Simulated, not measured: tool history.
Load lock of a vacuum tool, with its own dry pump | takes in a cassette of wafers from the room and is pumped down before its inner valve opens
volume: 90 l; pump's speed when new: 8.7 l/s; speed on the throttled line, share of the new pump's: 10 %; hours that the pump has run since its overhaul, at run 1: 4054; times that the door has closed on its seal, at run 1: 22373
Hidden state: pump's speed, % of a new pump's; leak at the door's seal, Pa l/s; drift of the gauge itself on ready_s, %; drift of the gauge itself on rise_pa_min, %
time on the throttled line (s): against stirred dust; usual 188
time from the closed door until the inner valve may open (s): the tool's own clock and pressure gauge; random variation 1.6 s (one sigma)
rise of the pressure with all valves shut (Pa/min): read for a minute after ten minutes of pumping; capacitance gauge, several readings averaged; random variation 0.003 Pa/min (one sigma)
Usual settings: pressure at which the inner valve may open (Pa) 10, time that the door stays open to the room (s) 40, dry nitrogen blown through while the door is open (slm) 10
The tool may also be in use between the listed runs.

run     hour  time on the throttled line (s)  pressure at which the inner valve may open (Pa)  time that the door stays open to the room (s)  dry nitrogen blown through while the door is open (slm)  hours that the pump has run since its overhaul  times that the door has closed on its seal  incoming humidity of the room's air, %  time from the closed door until the inner valve may open (s)  rise of the pressure with all valves shut (Pa/min)
  1      0.0                             188                                               10                                             40                                                       10                                            4054                                       22373                                    47.0                                                         269.6                                               0.104
  2    308.8                             188                                               16                                             40                                                       10                                            4363                                       22817                                    44.5                                                         264.7                                               0.110
  3    667.3                             188                                               10                                             40                                                       10                                            4721                                       23332                                    47.0                                                         270.5                                               0.115
  4    945.5                             230                                               10                                             40                                                       10                                            5000                                       23732                                    42.9                                                         310.3                                               0.117
  5   1293.6                             230                                               10                                             40                                                       10                                            5348                                       24233                                    44.6                                                         307.6                                               0.122
  6   1661.0                             230                                               10                                             40                                                       10                                            5715                                       24761                                    45.9                                                         311.7                                               0.117
  7   2105.1                             230                                               10                                             40                                                       10                                            6159                                       25399                                    45.8                                                         307.5                                               0.127
  8   2328.1                             230                                               10                                             40                                                       10                                            6382                                       25720                                    45.2                                                         313.7                                               0.128
  9   2670.4                             230                                               10                                             40                                                       10                                            6725                                       26212                                    45.6                                                         309.2                                               0.128
 10   3077.7                             230                                               10                                             40                                                       10                                            7132                                       26797                                    45.7                                                         313.6                                               0.134
 11   3455.4                             230                                               10                                             25                                                       10                                            7509                                       27340                                    47.0                                                         312.6                                               0.122
 12   3918.4                             230                                               10                                             25                                                       10                                            7972                                       28005                                    42.6                                                         311.1                                               0.134
 13   4164.4                             188                                               10                                             40                                                       10                                            8219                                       28359                                    44.4                                                         275.7                                               0.141
 14   4543.7                             188                                               10                                             40                                                       10                                            8598                                       28904                                    47.9                                                         275.2                                               0.154
 15   5006.0                             188                                               10                                             40                                                       10                                            9060                                       29569                                    46.9                                                         277.3                                               0.150
 16   5299.7                             188                                               10                                             40                                                       10                                            9354                                       29991                                    41.3                                                         276.5                                               0.151
 17   5778.7                             188                                               10                                             40                                                       10                                            9833                                       30679                                    44.6                                                         275.9                                               0.160
 18   6040.7                             188                                               10                                             40                                                       10                                           10095                                       31056                                    47.0                                                         274.6                                               0.161
      6451.7  -- dry pump taken out, an overhauled one fitted
 19   6504.0                             188                                               10                                             40                                                       10                                              52                                       31713                                    44.4                                                         269.5                                               0.165
 20   6976.3                             123                                               15                                             40                                                       22                                             525                                       32392                                    46.7                                                         204.8                                               0.166
 21   7462.6                             285                                               12                                             40                                                       10                                            1011                                       33091                                    42.3                                                         355.2                                               0.174
 22   7684.2                             170                                                9                                             53                                                       38                                            1232                                       33410                                    44.3                                                         254.3                                               0.173
 23   7939.4                             170                                                9                                             53                                                       38                                            1488                                       33777                                    43.7                                                         253.7                                               0.173
 24   8295.8                             130                                                9                                             53                                                       38                                            1844                                       34289                                    44.9                                                         220.3                                               0.176
 25   8612.4                             188                                               10                                             36                                                        5                                            2161                                       34744                                    42.4                                                         267.8                                               0.184
 26   9011.9                             188                                                9                                             28                                                        5                                            2560                                       35318                                    43.0                                                         269.5                                               0.190
 27   9359.2                             150                                               14                                             50                                                       37                                            2908                                       35817                                    42.1                                                         233.4                                               0.181
 28   9634.0                             188                                               10                                             47                                                       10                                            3182                                       36212                                    46.6                                                         271.1                                               0.197
 29   9862.3                             188                                               12                                             66                                                       12                                            3411                                       36541                                    46.5                                                         266.4                                               0.202
 30  10115.1                             188                                               12                                             66                                                       12                                            3663                                       36904                                    45.4                                                         268.8                                               0.202
 31  10436.5                             188                                               11                                             40                                                       33                                            3985                                       37366                                    45.9                                                         272.0                                               0.200
 32  10692.8                             100                                               11                                             40                                                       33                                            4241                                       37734                                    43.5                                                         190.7                                               0.197
 33  11078.1                             354                                               11                                             34                                                       28                                            4626                                       38288                                    44.6                                                         424.6                                               0.207
 34  11509.5                             354                                               11                                             34                                                       28                                            5058                                       38908                                    46.6                                                         422.2                                               0.207
 35  11815.4                             370                                                9                                            156                                                        7                                            5364                                       39348                                    47.2                                                         436.6                                               0.244
 36  12170.3                             130                                                9                                             54                                                        7                                            5719                                       39858                                    45.3                                                         220.1                                               0.230
 37  12384.0                             104                                               10                                             40                                                       10                                            5932                                       40165                                    43.2                                                         198.2                                               0.220

4 ways to go on from here, each from the tool as it stands after run 37. What would each give?
  A  12687.2                             188                                               10                                             85                                                       10                                            6236                                       40601                                    45.3                                                             ?                                                   ?
  B  12687.2                             188                                               10                                             61                                                       10                                            6236                                       40601                                    44.4                                                             ?                                                   ?
  C  12687.2                             361                                               10                                             40                                                       13                                            6236                                       40601                                    43.9                                                             ?                                                   ?
  D  12687.2                             188                                               11                                            118                                                       10                                            6236                                       40601                                    49.7                                                             ?                                                   ?

run  time from the closed door until the inner valve may open (s)  rise of the pressure with all valves shut (Pa/min)
  A                                                         276.0                                               0.231
  B                                                         277.4                                               0.232
  C                                                         427.0                                               0.222
  D                                                         270.5                                               0.241
Without the tool's hidden state the same runs would have given:
run  time from the closed door until the inner valve may open (s)  rise of the pressure with all valves shut (Pa/min)
  A                                                         267.6                                               0.022
  B                                                         269.0                                               0.023
  C                                                         420.4                                               0.014
  D                                                         262.5                                               0.036

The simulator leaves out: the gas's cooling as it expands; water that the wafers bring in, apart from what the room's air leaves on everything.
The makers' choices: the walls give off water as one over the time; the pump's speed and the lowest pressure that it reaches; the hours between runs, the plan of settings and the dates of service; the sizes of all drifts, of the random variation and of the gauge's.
